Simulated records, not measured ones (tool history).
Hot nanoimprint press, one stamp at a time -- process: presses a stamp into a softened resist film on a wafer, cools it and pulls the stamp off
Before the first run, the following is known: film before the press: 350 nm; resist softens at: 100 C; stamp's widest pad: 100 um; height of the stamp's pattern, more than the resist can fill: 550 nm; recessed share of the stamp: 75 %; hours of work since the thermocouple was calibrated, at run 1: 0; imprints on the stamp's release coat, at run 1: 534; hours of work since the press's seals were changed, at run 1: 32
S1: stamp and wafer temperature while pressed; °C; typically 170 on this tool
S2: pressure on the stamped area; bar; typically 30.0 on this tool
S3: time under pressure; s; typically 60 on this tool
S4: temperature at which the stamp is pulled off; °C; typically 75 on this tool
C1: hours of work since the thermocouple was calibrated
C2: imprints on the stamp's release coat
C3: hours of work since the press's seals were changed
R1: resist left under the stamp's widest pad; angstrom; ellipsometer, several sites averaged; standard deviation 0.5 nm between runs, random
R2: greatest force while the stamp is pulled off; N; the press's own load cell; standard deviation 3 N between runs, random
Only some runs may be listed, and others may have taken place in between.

| run | day | S1 | S2 | S3 | S4 | C1 | C2 | C3 | R1 | R2 |
|---|---|---|---|---|---|---|---|---|---|---|
| 1 | 0.000 | 170 | 30.0 | 60 | 75 | 0 | 534 | 32 | 1747 | 182 |
| 2 | 2.112 | 170 | 30.0 | 60 | 75 | 25 | 723 | 56 | 1753 | 196 |
| 3 | 3.692 | 170 | 30.0 | 60 | 75 | 43 | 865 | 75 | 1750 | 204 |
| 4 | 4.838 | 170 | 30.0 | 60 | 75 | 57 | 968 | 88 | 1756 | 209 |
| 5 | 5.979 | 170 | 30.0 | 34 | 75 | 70 | 1070 | 102 | 2127 | 209 |
|  | 6.388 | stamp cleaned and given a new release coat |
| 6 | 8.188 | 170 | 30.0 | 39 | 75 | 93 | 161 | 125 | 2035 | 154 |
| 7 | 10.483 | 170 | 30.0 | 39 | 75 | 120 | 367 | 152 | 2057 | 162 |
| 8 | 11.954 | 170 | 30.0 | 39 | 75 | 137 | 499 | 169 | 2065 | 176 |
| 9 | 14.333 | 170 | 30.0 | 60 | 75 | 165 | 712 | 197 | 1787 | 184 |
| 10 | 15.438 | 170 | 30.0 | 60 | 75 | 178 | 811 | 210 | 1794 | 193 |
| 11 | 16.504 | 170 | 30.0 | 60 | 75 | 191 | 907 | 222 | 1801 | 196 |
|  | 18.729 | stamp cleaned and given a new release coat |
| 12 | 19.046 | 170 | 30.0 | 60 | 75 | 218 | 29 | 249 | 1802 | 148 |
| 13 | 20.962 | 170 | 30.0 | 104 | 75 | 240 | 201 | 272 | 1478 | 162 |
| 14 | 23.158 | 170 | 30.0 | 104 | 75 | 266 | 398 | 298 | 1483 | 169 |
| 15 | 25.104 | 170 | 42.7 | 41 | 71 | 289 | 572 | 320 | 1809 | 201 |
| 16 | 27.250 | 171 | 29.9 | 60 | 75 | 314 | 765 | 346 | 1742 | 192 |
| 17 | 29.429 | 170 | 28.5 | 60 | 75 | 340 | 960 | 371 | 1884 | 202 |
|  | 30.962 | stamp cleaned and given a new release coat |
| 18 | 31.658 | 163 | 29.0 | 84 | 81 | 363 | 63 | 394 | 2334 | 131 |
|  | 32.100 | plate thermocouple calibrated |
| 19 | 33.217 | 163 | 29.0 | 84 | 81 | 13 | 191 | 411 | 2241 | 132 |
| 20 | 35.517 | 170 | 30.0 | 60 | 80 | 40 | 398 | 438 | 1763 | 146 |
| 21 | 37.646 | 177 | 36.4 | 30 | 75 | 65 | 589 | 463 | 1507 | 188 |
| 22 | 38.917 | 177 | 36.4 | 30 | 75 | 80 | 703 | 478 | 1500 | 183 |
| 23 | 40.642 | 170 | 31.7 | 67 | 75 | 100 | 857 | 498 | 1669 | 199 |

Entry by entry between the runs, the difference in hidden state between the last listed run before and the first listed run after:
In the gap between runs 5 and 6: stamp cleaned and given a new release coat (day 6.388)
  true temperature over the reading, C: -0.18 -> -0.25; pressure that arrives at the usual setting, %: 99.67 -> 99.57; grip of the stamp's worn release coat, % over a new coat's: 48.9 -> 6.8
  what was measured, less what the result would be without the hidden state, R1: +19 -> +26 angstrom; R2: +69 -> +10 N
In the gap between runs 11 and 12: stamp cleaned and given a new release coat (day 18.729)
  true temperature over the reading, C: -0.54 -> -0.61; pressure that arrives at the usual setting, %: 99.13 -> 99.01; grip of the stamp's worn release coat, % over a new coat's: 40.9 -> 1.2
  what was measured, less what the result would be without the hidden state, R1: +53 -> +61 angstrom; R2: +59 -> +4 N
In the gap between runs 17 and 18: stamp cleaned and given a new release coat (day 30.962)
  true temperature over the reading, C: -0.97 -> -1.04; pressure that arrives at the usual setting, %: 98.47 -> 98.35; grip of the stamp's worn release coat, % over a new coat's: 43.5 -> 2.7
  what was measured, less what the result would be without the hidden state, R1: +97 -> +115 angstrom; R2: +65 -> +6 N
In the gap between runs 18 and 19: plate thermocouple calibrated (day 32.100)
  true temperature over the reading, C: -1.04 -> -0.01; pressure that arrives at the usual setting, %: 98.35 -> 98.28; grip of the stamp's worn release coat, % over a new coat's: 2.7 -> 8.1
  what was measured, less what the result would be without the hidden state, R1: +115 -> +15 angstrom; R2: +6 -> +10 N

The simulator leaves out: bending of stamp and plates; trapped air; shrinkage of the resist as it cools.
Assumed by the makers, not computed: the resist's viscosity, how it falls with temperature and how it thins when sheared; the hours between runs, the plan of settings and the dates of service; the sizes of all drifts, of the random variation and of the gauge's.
